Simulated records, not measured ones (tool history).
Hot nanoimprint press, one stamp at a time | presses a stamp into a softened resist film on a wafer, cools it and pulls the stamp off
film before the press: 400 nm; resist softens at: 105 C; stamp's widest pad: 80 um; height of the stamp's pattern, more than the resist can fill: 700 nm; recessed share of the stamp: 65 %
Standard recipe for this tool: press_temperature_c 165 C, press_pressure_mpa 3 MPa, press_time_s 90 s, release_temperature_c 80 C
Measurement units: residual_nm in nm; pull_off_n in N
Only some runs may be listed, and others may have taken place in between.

Run 1, hour 0: usual settings. Result: residual_nm 166.7 nm, pull_off_n 175 N.
At hour 14.1: plate thermocouple calibrated.
Run 2, hour 36.4: usual settings. Result: residual_nm 151.6 nm, pull_off_n 169 N.
Run 3, hour 103.5: usual settings but release_temperature_c 77 C. Result: residual_nm 154 nm, pull_off_n 187 N.
Run 4, hour 160.3: usual settings but release_temperature_c 77 C. Result: residual_nm 155.7 nm, pull_off_n 191 N.
Run 5, hour 222.8: usual settings but release_temperature_c 88 C. Result: residual_nm 158.3 nm, pull_off_n 163 N.
Run 6, hour 284.9: usual settings but release_temperature_c 88 C. Result: residual_nm 159.4 nm, pull_off_n 162 N.
At hour 335.7: stamp cleaned and given a new release coat.
Run 7, hour 351: usual settings but release_temperature_c 88 C. Result: residual_nm 160.7 nm, pull_off_n 130 N.
Run 8, hour 394.2: usual settings but release_temperature_c 88 C. Result: residual_nm 161.3 nm, pull_off_n 130 N.
Run 9, hour 455.8: usual settings but press_pressure_mpa 3.51 MPa, release_temperature_c 88 C. Result: residual_nm 150.6 nm, pull_off_n 138 N.
Run 10, hour 526.8: usual settings but press_time_s 72 s. Result: residual_nm 179.5 nm, pull_off_n 168 N.
Run 11, hour 562.2: usual settings but press_time_s 72 s. Result: residual_nm 177.1 nm, pull_off_n 171 N.
Run 12, hour 616.8: usual settings but press_time_s 72 s. Result: residual_nm 180.1 nm, pull_off_n 174 N.
At hour 662.5: plate thermocouple calibrated.
Run 13, hour 669.1: usual settings but press_time_s 72 s. Result: residual_nm 172.3 nm, pull_off_n 170 N.
Run 14, hour 713.7: usual settings but press_time_s 72 s. Result: residual_nm 170.5 nm, pull_off_n 173 N.
Run 15, hour 770.9: usual settings but press_time_s 83 s, release_temperature_c 83 C. Result: residual_nm 162.4 nm, pull_off_n 167 N.
Run 16, hour 845.8: usual settings but press_temperature_c 170 C, press_pressure_mpa 4.5 MPa, press_time_s 51 s, release_temperature_c 85 C. Result: residual_nm 130.2 nm, pull_off_n 167 N.
Run 17, hour 889.3: usual settings but press_pressure_mpa 2.13 MPa, press_time_s 132 s. Result: residual_nm 166.2 nm, pull_off_n 194 N.
At hour 903.2: press's hydraulic seals changed and the load cell set to zero.
At hour 951.4: stamp cleaned and given a new release coat.
Run 18, hour 966.8: usual settings but press_pressure_mpa 3.48 MPa, press_time_s 132 s. Result: residual_nm 126.6 nm, pull_off_n 148 N.
Run 19, hour 1011.7: usual settings but press_pressure_mpa 3.48 MPa, press_time_s 132 s. Result: residual_nm 126 nm, pull_off_n 156 N.
Run 20, hour 1072.4: usual settings but release_temperature_c 71 C. Result: residual_nm 159.2 nm, pull_off_n 181 N.
Run 21, hour 1127: usual settings but release_temperature_c 87 C. Result: residual_nm 159.7 nm, pull_off_n 143 N.
Run 22, hour 1181.2: usual settings but release_temperature_c 87 C. Result: residual_nm 161.3 nm, pull_off_n 150 N.
Run 23, hour 1236.1: usual settings but press_temperature_c 153 C, press_time_s 53 s, release_temperature_c 87 C. Result: residual_nm 307.1 nm, pull_off_n 153 N.
Run 24, hour 1280.4: usual settings but press_temperature_c 153 C, press_time_s 53 s, release_temperature_c 87 C. Result: residual_nm 307.6 nm, pull_off_n 159 N.
At hour 1318: plate thermocouple calibrated.
Run 25, hour 1319.7: usual settings but press_temperature_c 166 C, press_pressure_mpa 3.9 MPa, press_time_s 67 s. Result: residual_nm 140.8 nm, pull_off_n 175 N.
Run 26, hour 1360.3: usual settings but press_temperature_c 166 C, press_pressure_mpa 3.9 MPa, press_time_s 67 s. Result: residual_nm 142 nm, pull_off_n 173 N.
Run 27, hour 1398.7: usual settings but press_temperature_c 166 C, press_pressure_mpa 3.9 MPa, press_time_s 67 s. Result: residual_nm 142.9 nm, pull_off_n 171 N.
Run 28, hour 1467.3: usual settings but press_pressure_mpa 2.83 MPa, press_time_s 61 s. Result: residual_nm 183.5 nm, pull_off_n 188 N.

Forecast each of these 5 alternatives for the next run:
Run A, hour 1527.5: usual settings but press_temperature_c 175 C, press_pressure_mpa 2.98 MPa, press_time_s 108 s. Result: residual_nm ?, pull_off_n ?.
Run B, hour 1527.5: usual settings but press_pressure_mpa 4.34 MPa, press_time_s 139 s. Result: residual_nm ?, pull_off_n ?.
Run C, hour 1527.5: usual settings but press_temperature_c 160 C, press_pressure_mpa 2.83 MPa, press_time_s 61 s. Result: residual_nm ?, pull_off_n ?.
Run D, hour 1527.5: usual settings but press_temperature_c 171 C, press_pressure_mpa 2.83 MPa, press_time_s 72 s. Result: residual_nm ?, pull_off_n ?.
Run E, hour 1527.5: usual settings but press_pressure_mpa 2.83 MPa, release_temperature_c 77 C. Result: residual_nm ?, pull_off_n ?.

run  residual_nm  pull_off_n
  A         94.2         183
  B        109.7         195
  C        227.6         190
  D        135.1         191
  E        160.5         201
With no hidden state in the tool, these same runs would have given:
run  residual_nm  pull_off_n
  A         89.7         140
  B        103.3         149
  C        217.7         145
  D        128.8         146
  E        152.8         153
